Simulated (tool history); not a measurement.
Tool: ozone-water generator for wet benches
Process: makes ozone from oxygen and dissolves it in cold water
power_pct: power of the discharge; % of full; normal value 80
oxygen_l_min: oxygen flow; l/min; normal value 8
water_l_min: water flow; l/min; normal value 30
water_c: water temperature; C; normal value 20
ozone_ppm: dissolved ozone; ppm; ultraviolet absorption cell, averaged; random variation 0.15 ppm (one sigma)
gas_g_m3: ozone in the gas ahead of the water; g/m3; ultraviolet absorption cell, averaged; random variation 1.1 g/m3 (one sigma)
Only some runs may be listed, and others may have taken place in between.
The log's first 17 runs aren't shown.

{"run": 18, "hour": 555.5, "power_pct": 44, "oxygen_l_min": 11.35, "water_l_min": 24, "water_c": 22, "ozone_ppm": 14, "gas_g_m3": 111.2}
{"run": 19, "hour": 597.9, "power_pct": 44, "oxygen_l_min": 6.91, "water_l_min": 26, "water_c": 16, "ozone_ppm": 15, "gas_g_m3": 144.7}
{"run": 20, "hour": 630.4, "power_pct": 77, "oxygen_l_min": 8, "water_l_min": 30, "water_c": 15, "ozone_ppm": 20.1, "gas_g_m3": 199.6}
{"run": 21, "hour": 663.7, "power_pct": 77, "oxygen_l_min": 8, "water_l_min": 30, "water_c": 15, "ozone_ppm": 20.2, "gas_g_m3": 201.6}
{"run": 22, "hour": 700.4, "power_pct": 47, "oxygen_l_min": 12.21, "water_l_min": 31, "water_c": 25, "ozone_ppm": 11.4, "gas_g_m3": 113}
{"run": 23, "hour": 741.9, "power_pct": 47, "oxygen_l_min": 12.21, "water_l_min": 31, "water_c": 25, "ozone_ppm": 11.5, "gas_g_m3": 113}
{"run": 24, "hour": 770.4, "power_pct": 47, "oxygen_l_min": 12.21, "water_l_min": 31, "water_c": 25, "ozone_ppm": 11.6, "gas_g_m3": 113.4}
{"run": 25, "hour": 796.9, "power_pct": 47, "oxygen_l_min": 6.3, "water_l_min": 31, "water_c": 14, "ozone_ppm": 13.9, "gas_g_m3": 162}
{"run": 26, "hour": 815.4, "power_pct": 47, "oxygen_l_min": 6.3, "water_l_min": 31, "water_c": 14, "ozone_ppm": 13.9, "gas_g_m3": 160.8}
{"run": 27, "hour": 846.3, "power_pct": 89, "oxygen_l_min": 5.04, "water_l_min": 40, "water_c": 13, "ozone_ppm": 16.5, "gas_g_m3": 285.5}
{"run": 28, "hour": 881.6, "power_pct": 89, "oxygen_l_min": 5.04, "water_l_min": 40, "water_c": 13, "ozone_ppm": 16.3, "gas_g_m3": 282.4}
{"run": 29, "hour": 909.5, "power_pct": 89, "oxygen_l_min": 5.04, "water_l_min": 40, "water_c": 13, "ozone_ppm": 16.3, "gas_g_m3": 281.4}
{"run": 30, "hour": 931.0, "power_pct": 89, "oxygen_l_min": 5.04, "water_l_min": 40, "water_c": 13, "ozone_ppm": 16.4, "gas_g_m3": 283.6}
{"run": 31, "hour": 957.3, "power_pct": 89, "oxygen_l_min": 5.04, "water_l_min": 40, "water_c": 13, "ozone_ppm": 16.3, "gas_g_m3": 281.5}
{"run": 32, "hour": 993.7, "power_pct": 89, "oxygen_l_min": 5.04, "water_l_min": 40, "water_c": 13, "ozone_ppm": 16.3, "gas_g_m3": 282.6}
{"run": 33, "hour": 1035.2, "power_pct": 80, "oxygen_l_min": 8, "water_l_min": 29, "water_c": 25, "ozone_ppm": 18.2, "gas_g_m3": 205.2}

Forecast each of these 3 alternatives for the next run:
{"run": "A", "hour": 1061.0, "power_pct": 80, "oxygen_l_min": 5.75, "water_l_min": 30, "water_c": 13, "ozone_ppm": "?", "gas_g_m3": "?"}
{"run": "B", "hour": 1061.0, "power_pct": 80, "oxygen_l_min": 8, "water_l_min": 41, "water_c": 20, "ozone_ppm": "?", "gas_g_m3": "?"}
{"run": "C", "hour": 1061.0, "power_pct": 97, "oxygen_l_min": 8, "water_l_min": 36, "water_c": 20, "ozone_ppm": "?", "gas_g_m3": "?"}

run=A ozone_ppm=20.6 gas_g_m3=244.8
run=B ozone_ppm=14.9 gas_g_m3=205.4
run=C ozone_ppm=19 gas_g_m3=237.3
Without the tool's unlogged condition, the same runs would have read:
run=A ozone_ppm=20.7 gas_g_m3=245
run=B ozone_ppm=14.9 gas_g_m3=205.5
run=C ozone_ppm=19 gas_g_m3=237.5

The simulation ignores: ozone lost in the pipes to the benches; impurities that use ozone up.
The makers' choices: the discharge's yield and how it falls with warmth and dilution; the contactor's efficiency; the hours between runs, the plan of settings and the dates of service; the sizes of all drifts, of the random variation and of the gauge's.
